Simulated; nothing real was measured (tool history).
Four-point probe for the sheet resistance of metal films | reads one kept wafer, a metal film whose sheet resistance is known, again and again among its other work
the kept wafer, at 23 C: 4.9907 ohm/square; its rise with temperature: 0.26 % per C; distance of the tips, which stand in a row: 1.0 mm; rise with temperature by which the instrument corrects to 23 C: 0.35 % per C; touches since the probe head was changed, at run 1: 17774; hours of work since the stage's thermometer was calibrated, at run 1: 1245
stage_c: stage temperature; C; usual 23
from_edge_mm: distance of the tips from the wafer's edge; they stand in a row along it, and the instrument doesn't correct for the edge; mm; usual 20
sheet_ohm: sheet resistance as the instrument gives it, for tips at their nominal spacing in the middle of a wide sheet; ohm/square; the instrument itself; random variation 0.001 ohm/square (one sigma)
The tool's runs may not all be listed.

run   hour  stage_c  from_edge_mm  touches since the probe head was changed  hours of work since the stage's thermometer was calibrated  sheet_ohm
  1      0       23            20                                     17774                                                        1245    4.99608
  2    9.1       23            20                                     18041                                                        1250    4.99633
  3   27.7       23            20                                     18585                                                        1259   4.997451
  4   36.6       23            20                                     18846                                                        1264   4.997965
  5   57.2       23            20                                     19452                                                        1274   4.998084
  6   67.6       23            20                                     19756                                                        1279   4.998515
  7   82.6       23            20                                     20194                                                        1287   4.998278
  8   94.7       23            20                                     20551                                                        1293   4.997638
  9  107.8       23            46                                     20934                                                        1300   4.991932
 10  127.9       29             4                                     21525                                                        1310   5.125039
 11  137.4       29             4                                     21801                                                        1314   5.126235
 12  158.8       31            20                                     22429                                                        1325   4.962783

The next listed run, before its measurement:
 13  167.5       31            20                                     22685                                                        1330          ?

{"run 13": {"sheet_ohm": 4.96227}}
Without the tool's hidden state the same run would have given sheet_ohm 4.962256 ohm/square.

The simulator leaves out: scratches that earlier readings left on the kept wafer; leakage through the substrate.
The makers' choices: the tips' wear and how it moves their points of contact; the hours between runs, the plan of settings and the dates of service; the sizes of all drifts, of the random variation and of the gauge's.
